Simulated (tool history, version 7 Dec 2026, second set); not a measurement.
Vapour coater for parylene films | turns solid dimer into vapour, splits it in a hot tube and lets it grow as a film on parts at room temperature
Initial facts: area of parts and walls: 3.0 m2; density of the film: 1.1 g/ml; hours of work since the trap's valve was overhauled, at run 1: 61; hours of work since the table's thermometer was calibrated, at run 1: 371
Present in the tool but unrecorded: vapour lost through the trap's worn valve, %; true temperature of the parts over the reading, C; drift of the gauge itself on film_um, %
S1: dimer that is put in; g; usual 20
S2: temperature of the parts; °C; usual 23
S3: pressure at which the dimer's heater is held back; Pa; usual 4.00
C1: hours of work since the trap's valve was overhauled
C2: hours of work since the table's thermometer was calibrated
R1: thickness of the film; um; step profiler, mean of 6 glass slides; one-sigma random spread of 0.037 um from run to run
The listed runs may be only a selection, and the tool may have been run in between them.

run   hour  S1  S2    S3   C1   C2    R1
  1    0.0  20  23  4.00   61  371  4.37
  2   10.5  20  23  4.00   68  378  4.32
  3   26.8  20  23  4.00   79  389  4.41
  4   45.3  20  23  4.00   92  402  4.37
  5   59.2  20  23  4.00  101  411  4.41
  6   75.3  20  22  4.00  112  422  4.48
  7   92.8  20  26  4.00  124  434  3.95
  8  102.9   9  21  4.00  131  440  2.16
  9  115.3  23  30  4.00  139  449  4.04
 10  125.7  23  30  4.00  146  456  4.05
 11  133.8  17  28  3.08  152  461  3.30
 12  152.0  17  28  3.08  164  474  3.26

Branching from run 12: 3 alternative next runs. What would each branch give?
  A  166.0  20  16  7.83  173  483   ?
  B  166.0  22  26  3.08  173  483   ?
  C  166.0  10  33  3.08  173  483   ?

run    R1
  A  5.01
  B  4.54
  C  1.65
The same runs, with their run-to-run variation unchanged, on a tool lacking any hidden condition would have given:
run    R1
  A  5.02
  B  4.55
  C  1.65
